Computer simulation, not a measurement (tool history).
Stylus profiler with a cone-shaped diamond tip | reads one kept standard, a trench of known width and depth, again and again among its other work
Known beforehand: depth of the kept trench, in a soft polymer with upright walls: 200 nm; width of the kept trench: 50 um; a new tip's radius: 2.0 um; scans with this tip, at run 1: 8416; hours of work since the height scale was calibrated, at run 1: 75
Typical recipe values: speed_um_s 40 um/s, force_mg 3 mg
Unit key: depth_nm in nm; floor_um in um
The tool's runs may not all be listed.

| run | hour | speed_um_s | force_mg | scans with this tip | hours of work since the height scale was calibrated | depth_nm | floor_um |
|---|---|---|---|---|---|---|---|
| 1 | 0 | 40 | 3 | 8416 | 75 | 202.35 | 48.13 |
| 2 | 95.9 | 40 | 3 | 8607 | 123 | 202.27 | 48.15 |
| 3 | 168.5 | 40 | 3 | 8752 | 159 | 202.51 | 48.23 |
| 4 | 252 | 40 | 3 | 8919 | 200 | 202.67 | 48.18 |
| 5 | 314 | 40 | 3 | 9043 | 231 | 202.57 | 48.12 |
| 6 | 412.2 | 40 | 3 | 9239 | 280 | 202.48 | 48.16 |
|  | 474.5 | new tip fitted, height scale calibrated |
| 7 | 509.5 | 40 | 2.17 | 70 | 17 | 202.07 | 48.14 |
| 8 | 602 | 40 | 2.17 | 255 | 63 | 202.04 | 48.18 |
| 9 | 662.4 | 40 | 2.17 | 375 | 93 | 201.99 | 48.19 |
| 10 | 727.1 | 40 | 2.17 | 505 | 126 | 201.92 | 48.17 |
| 11 | 840.5 | 40 | 2.17 | 731 | 182 | 202.02 | 48.1 |
| 12 | 970.1 | 55 | 2.17 | 990 | 247 | 201.92 | 48.15 |
| 13 | 1077.4 | 55 | 2.17 | 1204 | 300 | 201.97 | 48.13 |
| 14 | 1203.5 | 55 | 2.17 | 1456 | 363 | 202.19 | 48.16 |
| 15 | 1314.4 | 55 | 3.07 | 1678 | 418 | 202.69 | 48.16 |
| 16 | 1400.8 | 68 | 4.52 | 1851 | 461 | 203.19 | 48.16 |
| 17 | 1528.6 | 35 | 6.08 | 2106 | 524 | 203.92 | 48.19 |
| 18 | 1619.9 | 40 | 3.29 | 2288 | 570 | 202.71 | 48.13 |
| 19 | 1720.7 | 30 | 1.68 | 2490 | 620 | 201.82 | 48.16 |
| 20 | 1843.1 | 128 | 3 | 2734 | 681 | 202.53 | 47.99 |
| 21 | 1917.8 | 12 | 3 | 2883 | 718 | 202.51 | 48.24 |
| 22 | 2016.8 | 21 | 4.4 | 3081 | 767 | 203.13 | 48.26 |
| 23 | 2077.6 | 23 | 1.52 | 3203 | 797 | 201.38 | 48.23 |
| 24 | 2196.3 | 11 | 2.55 | 3440 | 857 | 202.3 | 48.2 |
| 25 | 2282.7 | 11 | 1.92 | 3613 | 900 | 201.9 | 48.23 |
| 26 | 2359 | 78 | 3 | 3765 | 937 | 202.46 | 48.08 |
| 27 | 2430 | 53 | 2.98 | 3907 | 973 | 202.47 | 48.17 |
| 28 | 2492 | 10 | 1.11 | 4031 | 1004 | 201.3 | 48.22 |
| 29 | 2572.3 | 73 | 3 | 4191 | 1044 | 202.53 | 48.11 |

Branching from run 29: 5 alternative next runs. What would each branch give?
| A | 2628.3 | 15 | 1.22 | 4303 | 1071 | ? | ? |
| B | 2628.3 | 75 | 2.3 | 4303 | 1071 | ? | ? |
| C | 2628.3 | 20 | 3 | 4303 | 1071 | ? | ? |
| D | 2628.3 | 67 | 1.85 | 4303 | 1071 | ? | ? |
| E | 2628.3 | 17 | 3 | 4303 | 1071 | ? | ? |

| run | depth_nm | floor_um |
|---|---|---|
| A | 201.45 | 48.19 |
| B | 202.03 | 48.12 |
| C | 202.5 | 48.21 |
| D | 201.97 | 48.12 |
| E | 202.55 | 48.18 |
With the hidden condition removed and each run's random variation left untouched, the same runs would have given:
| run | depth_nm | floor_um |
|---|---|---|
| A | 201.45 | 48.2 |
| B | 202.03 | 48.13 |
| C | 202.5 | 48.22 |
| D | 201.97 | 48.13 |
| E | 202.55 | 48.19 |
